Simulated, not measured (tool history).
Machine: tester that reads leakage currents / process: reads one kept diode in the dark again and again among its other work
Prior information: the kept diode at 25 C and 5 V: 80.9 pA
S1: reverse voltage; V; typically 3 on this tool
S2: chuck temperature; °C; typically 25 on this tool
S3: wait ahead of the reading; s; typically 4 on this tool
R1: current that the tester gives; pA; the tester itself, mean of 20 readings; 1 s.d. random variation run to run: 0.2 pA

run   hour     S1  S2    S3       R1
  1      0      3  25     4    70.12
  2   28.2      3  25     4     70.8
  3   51.6      3  25     4    71.02
        72  -- probe card cleaned and baked
  4     72    6.3  25     4    91.76
  5   95.8  15.28  25     4   132.75
  6  117.6      3  28     4    84.77
  7  141.1   1.01  25     4    42.64
  8  173.3   1.01  25     4    42.69
  9  197.2      3  48     4   353.44
 10  213.4   1.48  25     4     50.3
 11  236.6   1.48  25     4    50.39
 12  258.7   1.48  25     4    50.49
 13  289.9   1.48  25     4     50.5
 14  307.6   1.48  25     4    50.63
 15  334.3   1.48  25     4    50.65
 16    350   1.48  25     4    50.51
 17  383.1      3  25     4    68.34
 18  396.6      3  25     4    68.44
 19  422.1      3  25     4    68.53
 20  450.9   3.73  25     4    75.23
 21  481.1   2.12  60     4   669.11
 22    507    2.7  20  2.66    44.83
 23    529      3  36  0.52    156.6
 24  543.5      3  41   1.9   223.05
 25  571.6      3  41   1.9   222.45
 26  594.8      3  22     4    55.17
 27  627.9  15.28  34  0.98   272.61
 28  657.7  15.28  34  0.98   273.21
 29    674  15.28  34  0.98   273.83
 30  698.6   7.88  25  2.74    105.9
 31  723.9   1.97  22  3.66    46.47
 32  753.3   1.97  22  3.66    46.35
 33  778.5   1.96  30     4    84.95
 34  792.1   1.91  59  0.39   607.24
 35  824.1  18.35  27  0.39   192.15
 36  846.3  14.84  23  4.62    120.6
 37  879.8  14.84  23  4.62    121.2
 38  905.3  14.84  32  4.62   232.85
 39  936.4  18.76  54  4.62  1158.25
 40  964.6  18.76  54  4.62  1157.08

Table of differences, measured result less the result of that run with no hidden state. Run-to-run variation is the same in both. Gauge scatter possibly is not:
The hidden state here: stray current of the dirty probe card, pA a volt; current scale over the true one, %; true chuck temperature over the reading, C; drift of the gauge itself on leakage_pa, %.
run      R1
  1   +4.87
  2   +5.02
  3   +5.13
  4   +1.78
  5   +2.89
  6   +1.83
  7   +0.97
  8   +1.04
  9   +7.77
 10   +1.34
 11    +1.4
 12   +1.47
 13   +1.55
 14    +1.6
 15   +1.66
 16    +1.7
 17   +2.55
 18   +2.61
 19   +2.72
 20   +3.18
 21  +20.02
 22   +2.18
 23      +6
 24    +8.3
 25   +8.52
 26   +2.91
 27  +14.18
 28  +14.66
 29  +14.96
 30   +6.73
 31   +2.65
 32   +2.72
 33   +4.43
 34  +24.38
 35  +14.63
 36  +10.96
 37  +11.36
 38  +16.81
 39  +59.07
 40  +60.27
